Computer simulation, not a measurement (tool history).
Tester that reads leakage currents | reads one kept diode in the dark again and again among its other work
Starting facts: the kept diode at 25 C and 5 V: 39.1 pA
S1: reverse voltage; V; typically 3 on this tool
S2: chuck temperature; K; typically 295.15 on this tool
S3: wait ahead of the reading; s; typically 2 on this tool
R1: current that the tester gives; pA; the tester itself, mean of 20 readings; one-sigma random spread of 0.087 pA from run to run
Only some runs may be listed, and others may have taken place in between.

run	hour	S1	S2	S3	R1
1	0	3	295.15	2	23.16
2	122.3	3	295.15	2	22.97
3	273.9	3	295.15	2	22.84
4	419.2	3	295.15	2	22.83
5	524.7	3	295.15	2	22.71
6	652.9	3	295.15	2	22.64
7	816.4	3	295.15	2	22.68
8	912.2	3	295.15	2	22.46
9	1045.9	3	295.15	2	22.56

What will run 10 give?
10	1160.5	1.34	295.15	2	?

R1: 15.47 pA
If the tool had no hidden condition, the same run with the same run-to-run variation would have returned R1 16.57 pA.
